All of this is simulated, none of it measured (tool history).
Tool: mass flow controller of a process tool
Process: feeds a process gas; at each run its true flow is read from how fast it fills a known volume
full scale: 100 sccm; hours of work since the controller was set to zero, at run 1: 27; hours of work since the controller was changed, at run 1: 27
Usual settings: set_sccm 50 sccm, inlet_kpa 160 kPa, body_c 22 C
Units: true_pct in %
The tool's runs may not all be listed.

| run | day | set_sccm | inlet_kpa | body_c | hours of work since the controller was set to zero | hours of work since the controller was changed | true_pct |
|---|---|---|---|---|---|---|---|
| 1 | 0 | 50 | 160 | 22 | 27 | 27 | 99.71 |
| 2 | 3.012 | 50 | 160 | 30 | 70 | 70 | 99.46 |
| 3 | 5.779 | 50 | 160 | 30 | 110 | 110 | 99.37 |
| 4 | 7.558 | 50 | 160 | 23 | 135 | 135 | 99.58 |
| 5 | 9.175 | 50 | 160 | 23 | 158 | 158 | 99.63 |
| 6 | 12.367 | 51 | 160 | 22 | 204 | 204 | 99.74 |
| 7 | 14.754 | 51 | 160 | 22 | 238 | 238 | 99.73 |
| 8 | 17.433 | 51 | 160 | 22 | 277 | 277 | 99.67 |
| 9 | 19.888 | 51 | 160 | 22 | 312 | 312 | 99.76 |
| 10 | 22.258 | 51 | 160 | 22 | 346 | 346 | 99.88 |
| 11 | 25.683 | 51 | 160 | 22 | 395 | 395 | 99.85 |
| 12 | 27.646 | 51 | 160 | 22 | 423 | 423 | 99.72 |
| 13 | 30.721 | 50 | 160 | 21 | 467 | 467 | 99.8 |
| 14 | 33.008 | 26 | 160 | 22 | 500 | 500 | 99.88 |
| 15 | 34.879 | 50 | 160 | 22 | 526 | 526 | 100.02 |
| 16 | 36.65 | 50 | 160 | 22 | 552 | 552 | 99.95 |
| 17 | 39.038 | 50 | 160 | 22 | 586 | 586 | 99.89 |
| 18 | 42.021 | 50 | 160 | 22 | 629 | 629 | 99.87 |
| 19 | 43.858 | 50 | 160 | 22 | 655 | 655 | 99.87 |
| 20 | 47.596 | 50 | 160 | 22 | 709 | 709 | 99.97 |
| 21 | 50.754 | 50 | 160 | 22 | 754 | 754 | 100.01 |
| 22 | 53.138 | 50 | 160 | 28 | 788 | 788 | 99.86 |
| 23 | 54.65 | 50 | 160 | 21 | 810 | 810 | 100.17 |
| 24 | 57.796 | 50 | 261 | 22 | 855 | 855 | 100.77 |
| 25 | 59.354 | 50 | 261 | 22 | 877 | 877 | 100.64 |
|  | 59.608 | controller's zero set anew |
| 26 | 62.308 | 91 | 188 | 28 | 39 | 919 | 100.15 |
| 27 | 66.012 | 12 | 160 | 22 | 92 | 972 | 101.48 |

Forecast run 28:
| 28 | 69.446 | 13 | 210 | 25 | 141 | 1021 | ? |

true_pct: 101.6 %
Without the tool's hidden state the same run would have given true_pct 99.65 %.
